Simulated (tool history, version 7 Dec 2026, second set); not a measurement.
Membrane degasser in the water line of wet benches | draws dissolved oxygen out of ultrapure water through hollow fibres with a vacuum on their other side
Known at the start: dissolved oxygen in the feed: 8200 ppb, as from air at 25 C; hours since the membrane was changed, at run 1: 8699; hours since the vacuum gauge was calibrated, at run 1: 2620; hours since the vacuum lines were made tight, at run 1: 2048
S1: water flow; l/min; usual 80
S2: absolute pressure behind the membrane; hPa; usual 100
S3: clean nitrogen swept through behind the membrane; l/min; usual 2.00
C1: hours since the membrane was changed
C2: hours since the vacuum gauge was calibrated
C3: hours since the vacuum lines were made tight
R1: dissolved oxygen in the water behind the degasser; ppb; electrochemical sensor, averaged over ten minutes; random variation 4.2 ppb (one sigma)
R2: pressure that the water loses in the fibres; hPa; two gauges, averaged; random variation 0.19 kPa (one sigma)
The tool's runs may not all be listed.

Run 1, hour 0.0: usual settings; C1 8699; C2 2620; C3 2048. Result: R1 674.1 ppb, R2 442.5 hPa.
Run 2, hour 174.2: usual settings; C1 8873; C2 2794; C3 2223. Result: R1 675.9 ppb, R2 446.4 hPa.
Run 3, hour 483.9: usual settings; C1 9182; C2 3104; C3 2532. Result: R1 677.3 ppb, R2 447.4 hPa.
Run 4, hour 709.4: usual settings; C1 9408; C2 3329; C3 2758. Result: R1 680.6 ppb, R2 446.3 hPa.
At hour 780.9: vacuum gauge calibrated.
Run 5, hour 873.9: usual settings; C1 9572; C2 93; C3 2922. Result: R1 665.1 ppb, R2 448.6 hPa.
Run 6, hour 1081.9: usual settings; C1 9780; C2 301; C3 3130. Result: R1 669.4 ppb, R2 448.9 hPa.
Run 7, hour 1251.7: usual settings but S1 125 l/min; C1 9950; C2 471; C3 3300. Result: R1 1186.5 ppb, R2 700.7 hPa.
Run 8, hour 1503.2: usual settings but S2 134 hPa; C1 10201; C2 722; C3 3551. Result: R1 907.5 ppb, R2 448.4 hPa.
Run 9, hour 1823.1: usual settings but S1 68 l/min, S2 134 hPa; C1 10521; C2 1042; C3 3871. Result: R1 763.9 ppb, R2 383.1 hPa.
Run 10, hour 2059.6: usual settings; C1 10758; C2 1279; C3 4107. Result: R1 681.9 ppb, R2 455.4 hPa.
Run 11, hour 2199.7: usual settings but S1 67 l/min; C1 10898; C2 1419; C3 4247. Result: R1 540.9 ppb, R2 380.3 hPa.
Run 12, hour 2363.8: usual settings but S1 67 l/min; C1 11062; C2 1583; C3 4412. Result: R1 546.5 ppb, R2 381.8 hPa.
Run 13, hour 2655.6: usual settings but S3 1.14 l/min; C1 11354; C2 1875; C3 4703. Result: R1 944.8 ppb, R2 455.6 hPa.
At hour 2823.6: membrane cartridge changed.
Run 14, hour 2898.5: usual settings but S3 1.14 l/min; C1 75; C2 2114; C3 4942. Result: R1 881.0 ppb, R2 406.5 hPa.
Run 15, hour 3115.5: usual settings but S3 1.14 l/min; C1 292; C2 2331; C3 5159. Result: R1 893.7 ppb, R2 403.0 hPa.
Run 16, hour 3420.2: usual settings but S1 99 l/min, S2 250 hPa, S3 1.33 l/min; C1 597; C2 2635; C3 5464. Result: R1 2385.7 ppb, R2 502.7 hPa.
Run 17, hour 3604.7: usual settings but S1 118 l/min, S2 188 hPa, S3 3.97 l/min; C1 781; C2 2820; C3 5649. Result: R1 1180.9 ppb, R2 602.3 hPa.
At hour 3724.4: seals of the vacuum lines changed.
Run 18, hour 3779.8: usual settings but S1 118 l/min, S2 188 hPa, S3 3.97 l/min; C1 954; C2 2993; C3 55. Result: R1 1188.2 ppb, R2 601.3 hPa.
Run 19, hour 3936.6: usual settings but S1 118 l/min, S2 188 hPa, S3 3.97 l/min; C1 1111; C2 3150; C3 212. Result: R1 1188.0 ppb, R2 603.6 hPa.
At hour 4178.1: vacuum gauge calibrated.
Run 20, hour 4194.2: usual settings but S1 49 l/min, S2 188 hPa, S3 3.97 l/min; C1 1368; C2 16; C3 469. Result: R1 446.0 ppb, R2 249.9 hPa.
Run 21, hour 4445.7: usual settings but S1 48 l/min, S2 68 hPa, S3 4.72 l/min; C1 1620; C2 268; C3 721. Result: R1 102.5 ppb, R2 247.6 hPa.
Run 22, hour 4683.3: usual settings but S1 109 l/min, S2 88 hPa, S3 4.72 l/min; C1 1857; C2 505; C3 958. Result: R1 558.8 ppb, R2 561.6 hPa.
Run 23, hour 4975.0: usual settings but S1 109 l/min, S2 88 hPa, S3 4.72 l/min; C1 2149; C2 797; C3 1250. Result: R1 557.5 ppb, R2 565.4 hPa.
Run 24, hour 5267.1: usual settings but S1 65 l/min, S2 115 hPa, S3 0.90 l/min; C1 2441; C2 1089; C3 1542. Result: R1 993.9 ppb, R2 339.4 hPa.
Run 25, hour 5489.6: usual settings but S1 59 l/min, S2 117 hPa, S3 3.23 l/min; C1 2663; C2 1311; C3 1765. Result: R1 377.7 ppb, R2 305.7 hPa.
Run 26, hour 5734.8: usual settings but S2 67 hPa, S3 1.81 l/min; C1 2909; C2 1557; C3 2010. Result: R1 431.1 ppb, R2 416.8 hPa.
Run 27, hour 6048.8: usual settings but S2 208 hPa, S3 1.08 l/min; C1 3223; C2 1871; C3 2324. Result: R1 1954.2 ppb, R2 415.3 hPa.
Run 28, hour 6283.1: usual settings but S2 208 hPa, S3 1.08 l/min; C1 3457; C2 2105; C3 2558. Result: R1 1978.7 ppb, R2 415.7 hPa.
Run 29, hour 6478.6: usual settings but S2 159 hPa, S3 3.22 l/min; C1 3652; C2 2300; C3 2754. Result: R1 764.5 ppb, R2 423.8 hPa.

Forecast each of these 4 alternatives for the next run:
Run A, hour 6624.1: usual settings but S1 63 l/min, S2 66 hPa, S3 0.81 l/min; C1 3798; C2 2446; C3 2899. Result: R1 ?, R2 ?.
Run B, hour 6624.1: usual settings but S1 121 l/min; C1 3798; C2 2446; C3 2899. Result: R1 ?, R2 ?.
Run C, hour 6624.1: usual settings but S1 70 l/min, S2 132 hPa, S3 2.60 l/min; C1 3798; C2 2446; C3 2899. Result: R1 ?, R2 ?.
Run D, hour 6624.1: usual settings but S1 98 l/min, S2 85 hPa; C1 3798; C2 2446; C3 2899. Result: R1 ?, R2 ?.

run      R1     R2
  A   504.3  330.5
  B  1083.5  641.5
  C   632.8  370.7
  D   710.8  518.0
Without the tool's hidden state the same runs would have given:
run      R1     R2
  A   465.4  318.0
  B  1021.4  617.3
  C   607.3  356.7
  D   662.1  498.5

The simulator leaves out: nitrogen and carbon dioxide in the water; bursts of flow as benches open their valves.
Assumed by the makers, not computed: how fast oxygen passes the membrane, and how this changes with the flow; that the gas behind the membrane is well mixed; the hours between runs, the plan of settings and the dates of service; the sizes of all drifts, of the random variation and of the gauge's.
